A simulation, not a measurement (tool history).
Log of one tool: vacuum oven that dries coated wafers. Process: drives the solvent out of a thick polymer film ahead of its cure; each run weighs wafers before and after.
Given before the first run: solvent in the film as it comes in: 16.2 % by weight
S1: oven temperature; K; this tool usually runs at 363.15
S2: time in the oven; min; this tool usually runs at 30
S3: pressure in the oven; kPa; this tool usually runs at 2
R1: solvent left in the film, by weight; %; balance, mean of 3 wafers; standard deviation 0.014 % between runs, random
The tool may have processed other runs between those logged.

{"run": 1, "day": 0.0, "S1": 363.15, "S2": 30, "S3": 2, "R1": 1.81}
{"run": 2, "day": 4.833, "S1": 363.15, "S2": 30, "S3": 2, "R1": 1.81}
{"run": 3, "day": 7.233, "S1": 372.15, "S2": 30, "S3": 2, "R1": 0.87}
{"run": 4, "day": 9.183, "S1": 363.15, "S2": 49, "S3": 2, "R1": 0.86}
{"run": 5, "day": 13.638, "S1": 363.15, "S2": 30, "S3": 2, "R1": 1.81}
{"run": 6, "day": 16.412, "S1": 363.15, "S2": 22, "S3": 2, "R1": 2.87}
{"run": 7, "day": 18.858, "S1": 363.15, "S2": 22, "S3": 2, "R1": 2.87}
{"run": 8, "day": 22.842, "S1": 363.15, "S2": 22, "S3": 1.73, "R1": 2.8}
{"run": 9, "day": 25.029, "S1": 363.15, "S2": 38, "S3": 6.45, "R1": 2.37}
{"run": 10, "day": 29.238, "S1": 363.15, "S2": 29, "S3": 6.45, "R1": 2.99}
{"day": 31.421, "done": "oven's thermocouples calibrated"}
{"run": 11, "day": 33.183, "S1": 363.15, "S2": 15, "S3": 2, "R1": 4.56}
{"run": 12, "day": 37.012, "S1": 362.15, "S2": 23, "S3": 2, "R1": 2.89}

3 ways to go on from here, each from the tool as it stands after run 12. What would each give?
{"run": "A", "day": 40.758, "S1": 363.15, "S2": 36, "S3": 1.22, "R1": "?"}
{"run": "B", "day": 40.758, "S1": 362.15, "S2": 46, "S3": 2.17, "R1": "?"}
{"run": "C", "day": 40.758, "S1": 356.15, "S2": 30, "S3": 2, "R1": "?"}

run=A R1=1.15
run=B R1=1.05
run=C R1=2.95
With no hidden state in the tool, these same runs would have given:
run=A R1=1.14
run=B R1=1.04
run=C R1=2.94

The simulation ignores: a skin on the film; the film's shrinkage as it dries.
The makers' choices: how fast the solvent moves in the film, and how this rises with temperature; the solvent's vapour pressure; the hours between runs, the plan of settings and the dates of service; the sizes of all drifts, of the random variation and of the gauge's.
